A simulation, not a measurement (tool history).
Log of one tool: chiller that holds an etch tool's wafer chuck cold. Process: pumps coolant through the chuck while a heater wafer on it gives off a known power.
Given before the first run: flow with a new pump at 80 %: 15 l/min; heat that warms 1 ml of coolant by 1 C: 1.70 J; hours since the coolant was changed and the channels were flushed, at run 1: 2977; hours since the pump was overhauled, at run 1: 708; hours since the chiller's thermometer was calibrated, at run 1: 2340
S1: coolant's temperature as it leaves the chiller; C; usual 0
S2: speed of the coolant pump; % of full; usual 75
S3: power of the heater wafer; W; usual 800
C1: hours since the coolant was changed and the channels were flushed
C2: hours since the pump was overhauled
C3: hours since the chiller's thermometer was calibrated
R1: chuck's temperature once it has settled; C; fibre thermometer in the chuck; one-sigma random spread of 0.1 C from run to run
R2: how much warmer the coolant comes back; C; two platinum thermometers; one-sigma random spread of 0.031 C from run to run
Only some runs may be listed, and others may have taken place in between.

run 1 day=0 | S1=0 S2=75 S3=800 | C1=2977 C2=708 C3=2340 | R1=5.8 R2=2.05
run 2 day=1.875 | S1=0 S2=75 S3=800 | C1=3022 C2=753 C3=2385 | R1=5.8 R2=2.05
run 3 day=3.467 | S1=0 S2=75 S3=800 | C1=3060 C2=791 C3=2423 | R1=5.7 R2=1.99
run 4 day=5.696 | S1=0 S2=75 S3=800 | C1=3114 C2=845 C3=2477 | R1=5.7 R2=1.99
-- day=5.929 chiller's thermometer calibrated
run 5 day=8.867 | S1=0 S2=75 S3=800 | C1=3189 C2=920 C3=70 | R1=5.9 R2=1.99
run 6 day=12.1 | S1=0 S2=75 S3=800 | C1=3267 C2=997 C3=148 | R1=5.8 R2=1.99
run 7 day=14.433 | S1=0 S2=75 S3=800 | C1=3323 C2=1053 C3=204 | R1=5.7 R2=2.06
run 8 day=18.392 | S1=0 S2=75 S3=800 | C1=3418 C2=1148 C3=299 | R1=5.8 R2=2.05
run 9 day=20.396 | S1=0 S2=75 S3=800 | C1=3466 C2=1196 C3=347 | R1=5.8 R2=2.01
run 10 day=22.946 | S1=0 S2=75 S3=800 | C1=3527 C2=1258 C3=408 | R1=5.8 R2=2.03
run 11 day=26.788 | S1=0 S2=75 S3=800 | C1=3619 C2=1350 C3=501 | R1=5.7 R2=1.98
run 12 day=29.808 | S1=0 S2=75 S3=950 | C1=3692 C2=1422 C3=573 | R1=6.8 R2=2.4
run 13 day=33.242 | S1=0 S2=75 S3=800 | C1=3774 C2=1505 C3=655 | R1=5.6 R2=1.99
run 14 day=36.546 | S1=0 S2=75 S3=800 | C1=3853 C2=1584 C3=735 | R1=5.8 R2=2.04
run 15 day=39.933 | S1=0 S2=75 S3=800 | C1=3935 C2=1665 C3=816 | R1=5.7 R2=2.01
run 16 day=43.229 | S1=0 S2=75 S3=800 | C1=4014 C2=1744 C3=895 | R1=5.8 R2=2
run 17 day=45.996 | S1=8 S2=75 S3=750 | C1=4080 C2=1811 C3=962 | R1=13.3 R2=1.89
run 18 day=48.758 | S1=8 S2=70 S3=1109 | C1=4146 C2=1877 C3=1028 | R1=16.3 R2=3.01
run 19 day=50.771 | S1=0 S2=75 S3=487 | C1=4195 C2=1925 C3=1076 | R1=3.6 R2=1.2
run 20 day=52.588 | S1=0 S2=75 S3=487 | C1=4238 C2=1969 C3=1120 | R1=3.5 R2=1.24
run 21 day=56.338 | S1=-8 S2=75 S3=1084 | C1=4328 C2=2059 C3=1210 | R1=-0.1 R2=2.68
run 22 day=58.175 | S1=-10 S2=64 S3=800 | C1=4372 C2=2103 C3=1254 | R1=-3.7 R2=2.28
run 23 day=61.333 | S1=-4 S2=91 S3=980 | C1=4448 C2=2179 C3=1330 | R1=2.4 R2=2
run 24 day=63.888 | S1=-4 S2=70 S3=980 | C1=4510 C2=2240 C3=1391 | R1=3.3 R2=2.64
run 25 day=66.821 | S1=-4 S2=70 S3=980 | C1=4580 C2=2311 C3=1461 | R1=3.4 R2=2.65
run 26 day=68.55 | S1=-4 S2=70 S3=980 | C1=4621 C2=2352 C3=1503 | R1=3.2 R2=2.7
run 27 day=70.8 | S1=-4 S2=77 S3=485 | C1=4675 C2=2406 C3=1557 | R1=-0.6 R2=1.22
run 28 day=74.604 | S1=0 S2=91 S3=1031 | C1=4767 C2=2497 C3=1648 | R1=6.4 R2=2.05
run 29 day=77.525 | S1=6 S2=68 S3=800 | C1=4837 C2=2567 C3=1718 | R1=12.1 R2=2.25
run 30 day=80.1 | S1=0 S2=71 S3=546 | C1=4899 C2=2629 C3=1780 | R1=4 R2=1.45
run 31 day=83.904 | S1=9 S2=75 S3=800 | C1=4990 C2=2721 C3=1871 | R1=14.6 R2=2

Here are 5 independent what-if runs from the current tool condition. What would each one return?
run A day=86.392 | S1=9 S2=75 S3=757 | C1=5050 C2=2780 C3=1931 | R1=? R2=?
run B day=86.392 | S1=9 S2=68 S3=511 | C1=5050 C2=2780 C3=1931 | R1=? R2=?
run C day=86.392 | S1=-1 S2=79 S3=800 | C1=5050 C2=2780 C3=1931 | R1=? R2=?
run D day=86.392 | S1=7 S2=75 S3=746 | C1=5050 C2=2780 C3=1931 | R1=? R2=?
run E day=86.392 | S1=0 S2=68 S3=800 | C1=5050 C2=2780 C3=1931 | R1=? R2=?

run=A R1=14.5 R2=1.87
run=B R1=13 R2=1.4
run=C R1=4.5 R2=1.93
run=D R1=12.4 R2=1.92
run=E R1=6.1 R2=2.25
Had the tool no hidden state, the same runs would have come out as:
run=A R1=14.5 R2=1.86
run=B R1=12.9 R2=1.4
run=C R1=4.4 R2=1.93
run=D R1=12.3 R2=1.91
run=E R1=6 R2=2.24

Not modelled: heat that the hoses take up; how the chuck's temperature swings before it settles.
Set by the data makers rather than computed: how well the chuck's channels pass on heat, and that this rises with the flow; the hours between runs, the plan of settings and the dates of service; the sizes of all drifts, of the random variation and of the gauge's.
